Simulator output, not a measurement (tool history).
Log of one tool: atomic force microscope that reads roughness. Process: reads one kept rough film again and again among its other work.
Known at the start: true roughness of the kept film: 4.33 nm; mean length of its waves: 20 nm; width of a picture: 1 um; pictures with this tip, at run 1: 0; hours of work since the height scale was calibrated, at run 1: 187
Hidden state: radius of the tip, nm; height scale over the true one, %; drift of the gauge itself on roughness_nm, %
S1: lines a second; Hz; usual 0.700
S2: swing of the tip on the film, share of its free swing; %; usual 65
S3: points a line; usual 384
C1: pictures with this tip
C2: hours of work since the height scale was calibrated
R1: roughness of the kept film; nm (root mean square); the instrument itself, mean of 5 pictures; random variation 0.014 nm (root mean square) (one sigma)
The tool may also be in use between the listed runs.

run    hour     S1  S2   S3   C1    C2     R1
  1     0.0  0.700  65  384    0   187  3.205
  2    59.8  0.700  62  384  105   222  2.111
       91.6  -- new tip fitted
  3   121.2  0.700  62  384   51   257  2.609
  4   150.4  0.700  62  384  102   274  2.186
      184.8  -- new tip fitted
  5   190.0  0.700  62  384   10   297  3.082
  6   215.4  0.700  62  384   54   311  2.567
  7   244.6  0.700  86  384  105   328  2.077
      276.8  -- new tip fitted
  8   284.4  2.409  65  384   14   351  2.913
  9   319.8  0.700  65  384   76   371  2.338
 10   352.1  0.700  65  324  132   390  1.953
      368.8  -- new tip fitted
 11   386.4  0.700  65  324   31   409  2.851
 12   431.9  0.700  65  384  111   436  2.170
      461.4  -- new tip fitted
 13   462.1  0.700  65  384    1   453  3.165
 14   514.8  0.700  65  384   94   483  2.269
 15   548.0  0.700  65  384  152   502  1.889
      554.2  -- new tip fitted
 16   592.5  0.700  65  384   67   528  2.549
      646.7  -- new tip fitted
 17   653.2  0.700  79  384   12   562  3.016
 18   714.4  0.989  65  384  119   598  2.043
      741.6  -- new tip fitted
 19   750.1  0.989  65  384   15   618  3.002
 20   779.4  0.989  65  384   66   635  2.477
 21   829.4  0.989  65  384  154   664  1.864
      834.5  -- new tip fitted
 22   889.9  0.989  65  384   97   698  2.195
      926.1  -- new tip fitted
 23   927.9  0.989  65  384    3   720  3.173
 24   980.1  0.700  65  384   95   750  2.236
     1017.5  -- new tip fitted
 25  1026.6  0.700  65  384   16   777  2.972
 26  1062.5  0.700  65  384   79   798  2.322
 27  1089.1  2.904  67  384  125   813  1.908
     1114.1  -- new tip fitted
 28  1117.6  0.700  73  384    6   829  3.068
 29  1178.5  0.700  73  384  113   864  2.131
     1206.2  -- new tip fitted
 30  1217.0  0.700  73  384   19   886  2.937
 31  1253.8  0.700  56  851   83   907  2.370
 32  1295.4  3.736  86  446  156   931  1.646
     1300.7  -- new tip fitted
 33  1350.3  1.346  88  384   87   963  2.091
     1392.2  -- new tip fitted
 34  1405.9  1.346  88  713   24   995  2.812
 35  1443.0  0.559  79  713   89  1016  2.380
     1485.6  -- new tip fitted
 36  1488.2  0.700  81  384    4  1042  3.103
 37  1545.3  2.443  58  365  104  1075  2.162
     1581.6  -- new tip fitted
 38  1582.8  2.443  58  365    2  1096  3.113
 39  1621.9  2.443  58  365   70  1119  2.380
     1673.9  -- new tip fitted
 40  1682.3  1.660  58  625   15  1153  3.061
 41  1728.8  0.662  66  625   96  1180  2.247
     1767.8  -- new tip fitted
 42  1789.8  3.152  63  318   39  1215  2.559
 43  1815.5  3.459  82  384   84  1230  2.039
     1862.7  -- new tip fitted
 44  1873.7  3.459  82  384   20  1263  2.603
 45  1915.5  0.934  66  309   93  1287  2.171
     1954.5  -- new tip fitted
 46  1964.7  0.700  65  365   18  1315  2.982
 47  1992.8  2.873  89  423   67  1332  2.176
 48  2023.3  0.755  65  548  120  1349  2.120
     2046.3  -- new tip fitted
 49  2073.5  2.659  79  342   47  1378  2.527
 50  2124.8  1.199  78  447  137  1408  1.983
     2139.2  -- new tip fitted
 51  2172.9  1.199  78  447   59  1435  2.455
 52  2207.4  1.698  81  543  119  1455  2.025

The same runs without the tool's hidden state, with the same run-to-run variation:
run     R1
  1  3.230
  2  3.245
  3  3.246
  4  3.246
  5  3.268
  6  3.260
  7  3.159
  8  3.160
  9  3.244
 10  3.209
 11  3.225
 12  3.237
 13  3.245
 14  3.248
 15  3.235
 16  3.235
 17  3.208
 18  3.220
 19  3.237
 20  3.254
 21  3.230
 22  3.242
 23  3.225
 24  3.241
 25  3.279
 26  3.257
 27  3.099
 28  3.218
 29  3.221
 30  3.236
 31  3.305
 32  2.807
 33  3.068
 34  3.098
 35  3.260
 36  3.195
 37  3.224
 38  3.181
 39  3.215
 40  3.256
 41  3.277
 42  3.123
 43  2.926
 44  2.913
 45  3.186
 46  3.259
 47  2.864
 48  3.297
 49  3.048
 50  3.169
 51  3.200
 52  3.134
